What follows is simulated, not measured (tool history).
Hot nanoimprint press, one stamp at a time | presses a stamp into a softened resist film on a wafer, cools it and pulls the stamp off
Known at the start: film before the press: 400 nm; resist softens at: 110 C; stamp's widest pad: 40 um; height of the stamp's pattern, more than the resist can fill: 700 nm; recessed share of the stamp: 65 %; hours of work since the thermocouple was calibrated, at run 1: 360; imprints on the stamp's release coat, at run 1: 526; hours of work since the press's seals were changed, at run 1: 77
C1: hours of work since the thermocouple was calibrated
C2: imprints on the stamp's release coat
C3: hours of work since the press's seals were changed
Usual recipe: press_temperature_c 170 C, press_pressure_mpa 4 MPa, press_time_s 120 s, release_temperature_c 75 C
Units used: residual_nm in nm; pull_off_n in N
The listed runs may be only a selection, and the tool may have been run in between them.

run 1 hour=0 | press_temperature_c=170 press_pressure_mpa=4 press_time_s=120 release_temperature_c=75 | C1=360 C2=526 C3=77 | residual_nm=211.9 pull_off_n=113
run 2 hour=5.7 | press_temperature_c=170 press_pressure_mpa=4 press_time_s=120 release_temperature_c=70 | C1=364 C2=554 C3=81 | residual_nm=214 pull_off_n=128
run 3 hour=14.7 | press_temperature_c=170 press_pressure_mpa=4 press_time_s=194 release_temperature_c=75 | C1=371 C2=597 C3=87 | residual_nm=182 pull_off_n=113
run 4 hour=24.2 | press_temperature_c=170 press_pressure_mpa=4 press_time_s=120 release_temperature_c=75 | C1=377 C2=642 C3=94 | residual_nm=212.2 pull_off_n=118
run 5 hour=31.4 | press_temperature_c=170 press_pressure_mpa=4 press_time_s=120 release_temperature_c=75 | C1=382 C2=677 C3=99 | residual_nm=213.9 pull_off_n=118
run 6 hour=37.6 | press_temperature_c=170 press_pressure_mpa=4 press_time_s=120 release_temperature_c=75 | C1=387 C2=706 C3=103 | residual_nm=213.5 pull_off_n=126
-- hour=50.3 stamp cleaned and given a new release coat
run 7 hour=52.5 | press_temperature_c=170 press_pressure_mpa=4 press_time_s=120 release_temperature_c=75 | C1=393 C2=11 C3=109 | residual_nm=212.8 pull_off_n=102
run 8 hour=61.6 | press_temperature_c=170 press_pressure_mpa=4 press_time_s=120 release_temperature_c=75 | C1=399 C2=54 C3=115 | residual_nm=214.4 pull_off_n=103
run 9 hour=66.4 | press_temperature_c=170 press_pressure_mpa=2.82 press_time_s=120 release_temperature_c=75 | C1=402 C2=77 C3=119 | residual_nm=249.8 pull_off_n=107
run 10 hour=74.9 | press_temperature_c=170 press_pressure_mpa=2.82 press_time_s=120 release_temperature_c=75 | C1=408 C2=118 C3=125 | residual_nm=251.1 pull_off_n=100
run 11 hour=79.9 | press_temperature_c=170 press_pressure_mpa=2.82 press_time_s=120 release_temperature_c=75 | C1=412 C2=142 C3=128 | residual_nm=251.8 pull_off_n=107
run 12 hour=87.3 | press_temperature_c=170 press_pressure_mpa=2.82 press_time_s=120 release_temperature_c=75 | C1=417 C2=177 C3=133 | residual_nm=252.2 pull_off_n=104
-- hour=92.9 plate thermocouple calibrated
run 13 hour=97.8 | press_temperature_c=170 press_pressure_mpa=2.82 press_time_s=120 release_temperature_c=75 | C1=3 C2=213 C3=139 | residual_nm=237.2 pull_off_n=100
run 14 hour=107.1 | press_temperature_c=170 press_pressure_mpa=2.82 press_time_s=120 release_temperature_c=75 | C1=10 C2=258 C3=145 | residual_nm=235.1 pull_off_n=111
run 15 hour=114.3 | press_temperature_c=180 press_pressure_mpa=2.82 press_time_s=120 release_temperature_c=75 | C1=15 C2=292 C3=150 | residual_nm=149.8 pull_off_n=111
run 16 hour=122.5 | press_temperature_c=163 press_pressure_mpa=2.75 press_time_s=233 release_temperature_c=74 | C1=21 C2=331 C3=156 | residual_nm=274.6 pull_off_n=111
run 17 hour=128.3 | press_temperature_c=163 press_pressure_mpa=2.75 press_time_s=233 release_temperature_c=74 | C1=25 C2=359 C3=160 | residual_nm=276.5 pull_off_n=108
run 18 hour=132.6 | press_temperature_c=161 press_pressure_mpa=2.66 press_time_s=179 release_temperature_c=75 | C1=28 C2=380 C3=163 | residual_nm=318 pull_off_n=107

The next listed run, before its measurement:
run 19 hour=141.8 | press_temperature_c=162 press_pressure_mpa=2.66 press_time_s=175 release_temperature_c=75 | C1=34 C2=424 C3=169 | residual_nm=? pull_off_n=?

{"run 19": {"residual_nm": 307, "pull_off_n": 110}}
If the tool had no hidden condition, the same run with the same run-to-run variation would have returned residual_nm 307.2 nm, pull_off_n 98 N.
